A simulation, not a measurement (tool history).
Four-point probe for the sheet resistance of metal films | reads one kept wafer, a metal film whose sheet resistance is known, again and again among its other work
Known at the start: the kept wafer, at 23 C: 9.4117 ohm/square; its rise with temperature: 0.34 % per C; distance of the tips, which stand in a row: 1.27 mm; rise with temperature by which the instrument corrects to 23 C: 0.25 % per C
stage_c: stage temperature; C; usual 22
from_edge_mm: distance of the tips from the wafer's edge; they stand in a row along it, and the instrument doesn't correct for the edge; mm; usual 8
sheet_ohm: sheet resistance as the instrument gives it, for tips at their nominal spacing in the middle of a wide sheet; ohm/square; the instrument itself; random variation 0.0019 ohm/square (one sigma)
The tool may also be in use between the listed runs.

run 1 hour=0 | stage_c=22 from_edge_mm=8 | sheet_ohm=9.619338
run 2 hour=66.3 | stage_c=22 from_edge_mm=8 | sheet_ohm=9.618188
-- hour=150.7 new probe head fitted
run 3 hour=150.7 | stage_c=22 from_edge_mm=8 | sheet_ohm=9.566531
run 4 hour=227.7 | stage_c=22 from_edge_mm=8 | sheet_ohm=9.56062
run 5 hour=304.5 | stage_c=22 from_edge_mm=8 | sheet_ohm=9.566832
run 6 hour=367.5 | stage_c=22 from_edge_mm=22 | sheet_ohm=9.455563
run 7 hour=452.2 | stage_c=22 from_edge_mm=22 | sheet_ohm=9.460335
run 8 hour=509.6 | stage_c=22 from_edge_mm=22 | sheet_ohm=9.459658
run 9 hour=551.6 | stage_c=22 from_edge_mm=22 | sheet_ohm=9.463177
run 10 hour=631.2 | stage_c=22 from_edge_mm=22 | sheet_ohm=9.462915
run 11 hour=679.3 | stage_c=22 from_edge_mm=22 | sheet_ohm=9.466722
run 12 hour=766.8 | stage_c=22 from_edge_mm=56 | sheet_ohm=9.451595
run 13 hour=813.4 | stage_c=22 from_edge_mm=56 | sheet_ohm=9.450091
run 14 hour=903.6 | stage_c=22 from_edge_mm=56 | sheet_ohm=9.452788
run 15 hour=963.9 | stage_c=22 from_edge_mm=56 | sheet_ohm=9.456479
run 16 hour=1033.8 | stage_c=22 from_edge_mm=4 | sheet_ohm=9.939496
run 17 hour=1094.3 | stage_c=22 from_edge_mm=4 | sheet_ohm=9.940749
run 18 hour=1193.4 | stage_c=22 from_edge_mm=10 | sheet_ohm=9.544391
run 19 hour=1268.3 | stage_c=22 from_edge_mm=10 | sheet_ohm=9.53916
run 20 hour=1311 | stage_c=33 from_edge_mm=8 | sheet_ohm=9.683873
run 21 hour=1401.7 | stage_c=33 from_edge_mm=8 | sheet_ohm=9.685243
run 22 hour=1454.1 | stage_c=22 from_edge_mm=11 | sheet_ohm=9.529952
run 23 hour=1548.3 | stage_c=24 from_edge_mm=12 | sheet_ohm=9.540291
run 24 hour=1626.5 | stage_c=24 from_edge_mm=8 | sheet_ohm=9.611809
run 25 hour=1688.6 | stage_c=29 from_edge_mm=50 | sheet_ohm=9.535458
run 26 hour=1786.9 | stage_c=28 from_edge_mm=9 | sheet_ohm=9.622219
run 27 hour=1863.9 | stage_c=19 from_edge_mm=9 | sheet_ohm=9.545314
run 28 hour=1942.3 | stage_c=19 from_edge_mm=9 | sheet_ohm=9.545911
-- hour=1985.7 new probe head fitted
run 29 hour=1999.6 | stage_c=19 from_edge_mm=9 | sheet_ohm=9.481096
run 30 hour=2044.5 | stage_c=19 from_edge_mm=9 | sheet_ohm=9.479651
run 31 hour=2104.6 | stage_c=19 from_edge_mm=9 | sheet_ohm=9.483028
-- hour=2119.3 stage's thermometer calibrated
run 32 hour=2191 | stage_c=29 from_edge_mm=7 | sheet_ohm=9.6723
run 33 hour=2270.7 | stage_c=29 from_edge_mm=7 | sheet_ohm=9.668903
run 34 hour=2341.5 | stage_c=32 from_edge_mm=9 | sheet_ohm=9.632288
run 35 hour=2399.9 | stage_c=18 from_edge_mm=18 | sheet_ohm=9.437842
run 36 hour=2483.4 | stage_c=19 from_edge_mm=18 | sheet_ohm=9.447863
run 37 hour=2574.5 | stage_c=25 from_edge_mm=26 | sheet_ohm=9.488754
run 38 hour=2652.4 | stage_c=35 from_edge_mm=14 | sheet_ohm=9.606191
run 39 hour=2752.4 | stage_c=33 from_edge_mm=25 | sheet_ohm=9.562609
run 40 hour=2803.2 | stage_c=33 from_edge_mm=25 | sheet_ohm=9.565549
run 41 hour=2878.9 | stage_c=22 from_edge_mm=22 | sheet_ohm=9.47604
run 42 hour=2976.6 | stage_c=22 from_edge_mm=5 | sheet_ohm=9.7761
run 43 hour=3077.3 | stage_c=24 from_edge_mm=18 | sheet_ohm=9.504098
run 44 hour=3174 | stage_c=19 from_edge_mm=28 | sheet_ohm=9.44936

4 ways to go on from here, each from the tool as it stands after run 44. What would each give?
run A hour=3264.2 | stage_c=21 from_edge_mm=4 | sheet_ohm=?
run B hour=3264.2 | stage_c=26 from_edge_mm=28 | sheet_ohm=?
run C hour=3264.2 | stage_c=33 from_edge_mm=32 | sheet_ohm=?
run D hour=3264.2 | stage_c=28 from_edge_mm=53 | sheet_ohm=?

run=A sheet_ohm=9.94428
run=B sheet_ohm=9.51165
run=C sheet_ohm=9.568068
run=D sheet_ohm=9.521196
Without the tool's hidden state the same runs would have given:
run=A sheet_ohm=9.878764
run=B sheet_ohm=9.448553
run=C sheet_ohm=9.504409
run=D sheet_ohm=9.457978
